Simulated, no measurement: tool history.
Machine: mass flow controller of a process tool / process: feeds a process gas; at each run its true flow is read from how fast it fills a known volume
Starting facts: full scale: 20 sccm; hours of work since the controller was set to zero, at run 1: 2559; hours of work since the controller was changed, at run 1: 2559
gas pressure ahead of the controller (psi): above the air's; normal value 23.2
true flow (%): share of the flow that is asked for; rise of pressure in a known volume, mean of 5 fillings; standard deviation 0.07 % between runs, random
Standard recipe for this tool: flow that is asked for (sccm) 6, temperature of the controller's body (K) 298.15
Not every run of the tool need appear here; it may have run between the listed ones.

| run | hour | flow that is asked for (sccm) | gas pressure ahead of the controller (psi) | temperature of the controller's body (K) | hours of work since the controller was set to zero | hours of work since the controller was changed | true flow (%) |
|---|---|---|---|---|---|---|---|
| 1 | 0 | 6 | 23.2 | 298.15 | 2559 | 2559 | 96.07 |
| 2 | 154.3 | 6 | 23.2 | 298.15 | 2610 | 2610 | 95.99 |
| 3 | 332.7 | 6 | 23.2 | 298.15 | 2668 | 2668 | 95.99 |
| 4 | 491.3 | 6 | 23.2 | 298.15 | 2720 | 2720 | 95.86 |
| 5 | 789.2 | 6 | 23.2 | 298.15 | 2818 | 2818 | 95.8 |
| 6 | 1085.2 | 6 | 23.2 | 298.15 | 2915 | 2915 | 95.61 |
| 7 | 1273 | 14 | 23.2 | 298.15 | 2976 | 2976 | 97.47 |
| 8 | 1411 | 14 | 23.2 | 298.15 | 3021 | 3021 | 97.33 |
| 9 | 1672 | 6 | 23.2 | 298.15 | 3107 | 3107 | 95.38 |
| 10 | 1936.2 | 6 | 23.2 | 298.15 | 3193 | 3193 | 95.41 |
| 11 | 2231.5 | 6 | 23.2 | 298.15 | 3290 | 3290 | 95.29 |
| 12 | 2491.1 | 6 | 23.2 | 298.15 | 3375 | 3375 | 95.21 |
| 13 | 2787.8 | 6 | 23.2 | 298.15 | 3472 | 3472 | 94.89 |
| 14 | 2969 | 9 | 23.2 | 298.15 | 3531 | 3531 | 95.89 |
|  | 2985.5 | controller's zero set anew |
| 15 | 3148.4 | 6 | 23.2 | 312.15 | 53 | 3590 | 94.75 |
| 16 | 3282.6 | 6 | 23.2 | 299.15 | 97 | 3634 | 93.59 |
| 17 | 3491.7 | 6 | 23.2 | 299.15 | 166 | 3702 | 93.46 |
| 18 | 3698 | 6 | 23.2 | 299.15 | 233 | 3770 | 93.5 |
| 19 | 3953.2 | 15 | 23.2 | 298.15 | 317 | 3854 | 96.27 |
| 20 | 4096.8 | 15 | 23.2 | 298.15 | 364 | 3901 | 96.29 |
| 21 | 4342.5 | 15 | 23.2 | 298.15 | 444 | 3981 | 96.3 |
| 22 | 4572 | 13 | 23.2 | 308.15 | 520 | 4056 | 96.5 |
|  | 4814.4 | controller's zero set anew, once more |
| 23 | 4821.6 | 6 | 36.7 | 298.15 | 2 | 4138 | 96.03 |
| 24 | 5102.7 | 14 | 23.2 | 299.15 | 94 | 4230 | 97.44 |
| 25 | 5363.8 | 14 | 23.2 | 299.15 | 180 | 4315 | 97.29 |
| 26 | 5560.6 | 4 | 24.8 | 312.15 | 244 | 4380 | 97.16 |
| 27 | 5841 | 19 | 26.3 | 298.15 | 336 | 4472 | 97.56 |
| 28 | 6093.5 | 19 | 26.3 | 298.15 | 419 | 4554 | 97.48 |
| 29 | 6303.5 | 3 | 23.2 | 299.15 | 488 | 4623 | 95.47 |
| 30 | 6548 | 3 | 23.2 | 299.15 | 568 | 4703 | 95.39 |
| 31 | 6815.7 | 4 | 26.1 | 305.15 | 655 | 4791 | 95.81 |
| 32 | 7015.7 | 6 | 26.1 | 294.15 | 721 | 4856 | 95.38 |
| 33 | 7186.4 | 5 | 20.9 | 295.15 | 777 | 4912 | 95.47 |
| 34 | 7459.3 | 6 | 35 | 298.15 | 866 | 5002 | 95 |
| 35 | 7726.3 | 6 | 35 | 298.15 | 954 | 5089 | 94.92 |
| 36 | 7970.9 | 7 | 25.4 | 299.15 | 1034 | 5169 | 95.69 |

Branching from run 36: 3 alternative next runs. What would each branch give?
| A | 8246.3 | 7 | 25.4 | 305.15 | 1124 | 5259 | ? |
| B | 8246.3 | 7 | 25.4 | 297.15 | 1124 | 5259 | ? |
| C | 8246.3 | 15 | 35 | 299.15 | 1124 | 5259 | ? |

| run | true flow (%) |
|---|---|
| A | 96.03 |
| B | 95.3 |
| C | 96.3 |
Take away the tool's hidden state, keep each run's random variation, and the runs would have read:
| run | true flow (%) |
|---|---|
| A | 99.4 |
| B | 98.68 |
| C | 99.34 |

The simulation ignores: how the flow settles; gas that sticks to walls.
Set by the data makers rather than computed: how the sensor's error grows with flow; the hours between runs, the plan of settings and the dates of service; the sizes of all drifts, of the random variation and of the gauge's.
